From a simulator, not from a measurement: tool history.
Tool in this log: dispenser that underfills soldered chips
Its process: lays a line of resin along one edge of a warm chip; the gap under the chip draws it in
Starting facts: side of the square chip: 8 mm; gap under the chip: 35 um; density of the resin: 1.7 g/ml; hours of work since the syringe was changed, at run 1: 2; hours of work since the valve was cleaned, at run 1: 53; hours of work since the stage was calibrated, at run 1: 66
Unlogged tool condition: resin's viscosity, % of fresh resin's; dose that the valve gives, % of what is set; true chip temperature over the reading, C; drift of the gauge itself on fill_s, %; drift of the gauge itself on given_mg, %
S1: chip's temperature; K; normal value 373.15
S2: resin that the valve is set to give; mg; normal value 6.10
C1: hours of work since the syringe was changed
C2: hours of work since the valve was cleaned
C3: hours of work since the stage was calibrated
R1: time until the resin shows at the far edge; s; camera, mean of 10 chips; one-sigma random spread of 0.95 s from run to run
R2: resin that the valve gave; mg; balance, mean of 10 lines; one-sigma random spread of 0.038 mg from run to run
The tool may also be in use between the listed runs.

run,hour,S1,S2,C1,C2,C3,R1,R2
1,0.0,373.15,6.10,2,53,66,97.2,5.81
# hour 2.6: dispensing valve cleaned and set on the balance
2,6.1,373.15,5.84,6,3,70,114.2,5.85
# hour 7.8: new syringe of resin
3,11.0,373.15,7.79,2,6,74,96.9,7.82
# hour 17.5: new syringe of resin
4,18.6,373.15,7.79,1,12,79,91.2,7.65
# hour 27.4: new syringe of resin
5,28.0,375.15,7.79,1,19,86,84.0,7.68
# hour 37.0: new syringe of resin
6,38.4,375.15,5.45,1,26,94,90.7,5.34
# hour 46.4: new syringe of resin
7,49.3,375.15,5.45,2,35,102,94.6,5.28
# hour 56.0: new syringe of resin
8,60.3,375.15,5.45,3,43,110,98.0,5.26
# hour 65.3: new syringe of resin
9,69.7,375.15,5.45,3,50,117,97.6,5.16
# hour 74.8: new syringe of resin
# hour 78.2: dispensing valve cleaned and set on the balance
10,80.6,365.15,6.10,4,2,124,126.0,6.13
# hour 85.4: new syringe of resin
11,89.6,365.15,6.10,3,8,131,125.5,6.06
# hour 94.9: new syringe of resin
12,96.8,365.15,6.10,1,14,136,116.4,6.01
13,102.8,365.15,6.10,6,18,141,136.4,6.03
# hour 105.1: new syringe of resin
14,113.2,365.15,6.10,6,26,149,139.5,5.94
# hour 114.7: new syringe of resin
# hour 124.0: new syringe of resin
15,124.0,365.15,6.10,0,34,156,107.5,5.99
16,130.6,365.15,6.10,5,39,161,130.9,5.89
# hour 133.9: new syringe of resin
17,135.4,365.15,6.10,1,42,165,114.3,5.87
# hour 143.3: new syringe of resin
18,146.2,370.15,6.31,2,50,173,105.5,6.04
# hour 152.9: dispensing valve cleaned and set on the balance
# hour 154.1: new syringe of resin
19,157.5,370.15,6.31,3,3,181,104.7,6.36
20,162.7,365.15,6.08,7,7,185,141.1,6.07
# hour 163.7: new syringe of resin
21,168.1,366.15,5.64,3,11,188,125.6,5.59
# hour 173.1: new syringe of resin
22,178.0,366.15,5.64,4,19,196,121.1,5.51
# hour 182.6: new syringe of resin
23,186.2,378.15,7.07,3,25,202,85.7,6.91
# hour 192.6: new syringe of resin
24,196.6,387.15,6.10,3,32,209,69.5,5.94
# hour 202.3: new syringe of resin
25,205.5,361.15,5.61,2,39,216,133.8,5.45
# hour 211.7: new syringe of resin
26,215.6,360.15,6.07,3,46,224,137.0,5.85
# hour 221.1: new syringe of resin
27,225.1,360.15,5.57,3,53,231,142.2,5.32
# hour 228.1: dispensing valve cleaned and set on the balance
# hour 231.5: new syringe of resin
28,234.9,365.15,6.14,3,5,237,118.7,6.10
# hour 240.8: new syringe of resin
29,243.0,365.15,6.14,2,11,243,111.5,5.98

Alternative continuations, all from the tool just after run 29; predict every row:
# hour 250.3: new syringe of resin
A,251.1,378.15,7.62,1,17,249,?,?
# hour 250.3: new syringe of resin
B,251.1,368.15,5.58,1,17,249,?,?
# hour 250.3: new syringe of resin
C,251.1,381.15,6.10,1,17,249,?,?

run,R1,R2
A,77.5,7.44
B,104.0,5.49
C,73.5,6.03
Take away the tool's hidden state, keep each run's random variation, and the runs would have read:
run,R1,R2
A,78.6,7.56
B,105.4,5.59
C,74.3,6.13
